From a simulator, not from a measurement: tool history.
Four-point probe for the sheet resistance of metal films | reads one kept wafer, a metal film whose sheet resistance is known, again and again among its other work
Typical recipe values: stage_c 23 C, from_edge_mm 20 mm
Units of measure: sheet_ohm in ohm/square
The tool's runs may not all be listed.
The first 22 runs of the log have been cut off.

run,hour,stage_c,from_edge_mm,sheet_ohm
23,942.1,34,62,0.491816
24,1006.8,34,62,0.491682
25,1046.8,34,62,0.491964
26,1095.0,34,62,0.491765
27,1165.3,24,3,0.494525
28,1214.4,24,3,0.494655
29,1253.9,24,3,0.494491
30,1310.1,18,20,0.484676
31,1375.6,18,20,0.484613
32,1435.5,23,68,0.486648
33,1484.4,23,13,0.486861
34,1537.3,29,5,0.491644
35,1601.4,23,16,0.486628
36,1636.5,23,16,0.486573
37,1672.7,29,29,0.489045
38,1737.9,32,39,0.489925
39,1773.8,22,5,0.488333
40,1819.8,22,25,0.485929

Run 41 comes next. What will it give?
41,1873.4,22,3,?

{"run 41": {"sheet_ohm": 0.492747}}
Minus the tool's unlogged condition, the same run would have read sheet_ohm 0.495704 ohm/square.

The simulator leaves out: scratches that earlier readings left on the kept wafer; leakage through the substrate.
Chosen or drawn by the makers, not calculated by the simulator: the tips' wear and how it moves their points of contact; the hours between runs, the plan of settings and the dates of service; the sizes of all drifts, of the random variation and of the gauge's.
